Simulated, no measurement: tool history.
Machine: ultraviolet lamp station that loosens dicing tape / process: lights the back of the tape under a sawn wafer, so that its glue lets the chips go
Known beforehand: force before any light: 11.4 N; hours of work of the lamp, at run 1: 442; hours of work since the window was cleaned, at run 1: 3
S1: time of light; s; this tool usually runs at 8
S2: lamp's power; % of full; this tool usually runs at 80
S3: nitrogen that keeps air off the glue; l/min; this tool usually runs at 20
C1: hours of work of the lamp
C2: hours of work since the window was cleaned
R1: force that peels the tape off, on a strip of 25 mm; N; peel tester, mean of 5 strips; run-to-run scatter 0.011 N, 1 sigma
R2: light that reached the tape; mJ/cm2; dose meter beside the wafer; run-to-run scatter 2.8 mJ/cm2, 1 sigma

run 1 day=0.000 | S1=8 S2=80 S3=20 | C1=442 C2=3 | R1=0.983 R2=299
run 2 day=0.846 | S1=8 S2=80 S3=20 | C1=456 C2=17 | R1=0.994 R2=298
run 3 day=1.338 | S1=8 S2=80 S3=20 | C1=465 C2=26 | R1=1.039 R2=298
run 4 day=2.083 | S1=8 S2=80 S3=20 | C1=478 C2=39 | R1=1.049 R2=291
run 5 day=3.292 | S1=11 S2=80 S3=20 | C1=499 C2=59 | R1=0.477 R2=392
run 6 day=4.233 | S1=8 S2=80 S3=27 | C1=515 C2=75 | R1=0.974 R2=287
run 7 day=4.996 | S1=8 S2=80 S3=27 | C1=528 C2=89 | R1=1.012 R2=278
run 8 day=5.725 | S1=6 S2=80 S3=27 | C1=540 C2=101 | R1=1.838 R2=205
run 9 day=6.608 | S1=8 S2=99 S3=20 | C1=556 C2=116 | R1=0.730 R2=335
run 10 day=7.300 | S1=8 S2=64 S3=20 | C1=567 C2=128 | R1=1.902 R2=212
run 11 day=8.346 | S1=8 S2=80 S3=13 | C1=585 C2=146 | R1=1.529 R2=266
run 12 day=8.838 | S1=8 S2=80 S3=13 | C1=594 C2=155 | R1=1.603 R2=258
run 13 day=9.496 | S1=8 S2=80 S3=20 | C1=605 C2=166 | R1=1.284 R2=259
run 14 day=10.292 | S1=8 S2=80 S3=20 | C1=619 C2=180 | R1=1.296 R2=260
run 15 day=11.333 | S1=8 S2=80 S3=20 | C1=637 C2=198 | R1=1.412 R2=255
run 16 day=12.246 | S1=8 S2=68 S3=20 | C1=653 C2=213 | R1=1.864 R2=212
run 17 day=12.900 | S1=8 S2=80 S3=30 | C1=664 C2=224 | R1=1.269 R2=247
run 18 day=13.921 | S1=8 S2=80 S3=30 | C1=681 C2=242 | R1=1.279 R2=243
run 19 day=14.408 | S1=8 S2=80 S3=30 | C1=690 C2=250 | R1=1.287 R2=240
run 20 day=15.504 | S1=8 S2=80 S3=8 | C1=709 C2=269 | R1=2.420 R2=238
run 21 day=16.142 | S1=8 S2=80 S3=8 | C1=720 C2=280 | R1=2.384 R2=233
run 22 day=16.762 | S1=8 S2=80 S3=20 | C1=730 C2=291 | R1=1.706 R2=233
run 23 day=17.912 | S1=8 S2=80 S3=20 | C1=750 C2=311 | R1=1.741 R2=223
run 24 day=19.071 | S1=8 S2=80 S3=20 | C1=770 C2=331 | R1=1.840 R2=225
run 25 day=19.904 | S1=8 S2=73 S3=22 | C1=784 C2=345 | R1=2.041 R2=202
run 26 day=20.783 | S1=8 S2=73 S3=22 | C1=799 C2=360 | R1=2.060 R2=200
run 27 day=21.342 | S1=12 S2=85 S3=7 | C1=809 C2=370 | R1=1.258 R2=348
run 28 day=21.992 | S1=6 S2=93 S3=7 | C1=820 C2=381 | R1=3.524 R2=182
run 29 day=22.892 | S1=15 S2=65 S3=13 | C1=836 C2=396 | R1=1.036 R2=317
run 30 day=23.796 | S1=8 S2=80 S3=19 | C1=851 C2=412 | R1=2.126 R2=203
run 31 day=24.783 | S1=8 S2=80 S3=19 | C1=868 C2=429 | R1=2.125 R2=197
run 32 day=25.467 | S1=7 S2=80 S3=7 | C1=880 C2=441 | R1=3.684 R2=178
run 33 day=26.579 | S1=7 S2=80 S3=7 | C1=899 C2=460 | R1=3.861 R2=170
run 34 day=27.442 | S1=6 S2=80 S3=9 | C1=914 C2=475 | R1=4.236 R2=146
run 35 day=28.067 | S1=8 S2=96 S3=20 | C1=925 C2=485 | R1=1.699 R2=228
run 36 day=29.079 | S1=8 S2=96 S3=20 | C1=942 C2=503 | R1=1.736 R2=226
-- day=29.908 lamp changed
run 37 day=30.321 | S1=4 S2=80 S3=11 | C1=7 C2=523 | R1=3.498 R2=166
run 38 day=31.200 | S1=5 S2=71 S3=7 | C1=22 C2=538 | R1=3.575 R2=178
run 39 day=32.025 | S1=13 S2=92 S3=22 | C1=36 C2=553 | R1=0.132 R2=602
run 40 day=32.946 | S1=13 S2=92 S3=22 | C1=52 C2=568 | R1=0.136 R2=591
run 41 day=33.575 | S1=8 S2=77 S3=31 | C1=63 C2=579 | R1=0.737 R2=303
run 42 day=34.462 | S1=5 S2=74 S3=20 | C1=78 C2=595 | R1=2.515 R2=181
run 43 day=35.433 | S1=6 S2=70 S3=20 | C1=95 C2=611 | R1=2.122 R2=203

Describe how what the log doesn't record of the tool's condition differs between the last listed run preceding each entry between runs and the first listed run following it.
From run 36 to run 37: lamp changed (day 29.908)
  lamp's light, % of a new lamp's: 55.7 -> 98.9; light that the window lets through, % of a clean one's: 87.2 -> 86.6
  difference, measured minus the result without the unlogged condition, R1: +1.445 -> +0.627 N; R2: -238 -> -28 mJ/cm2
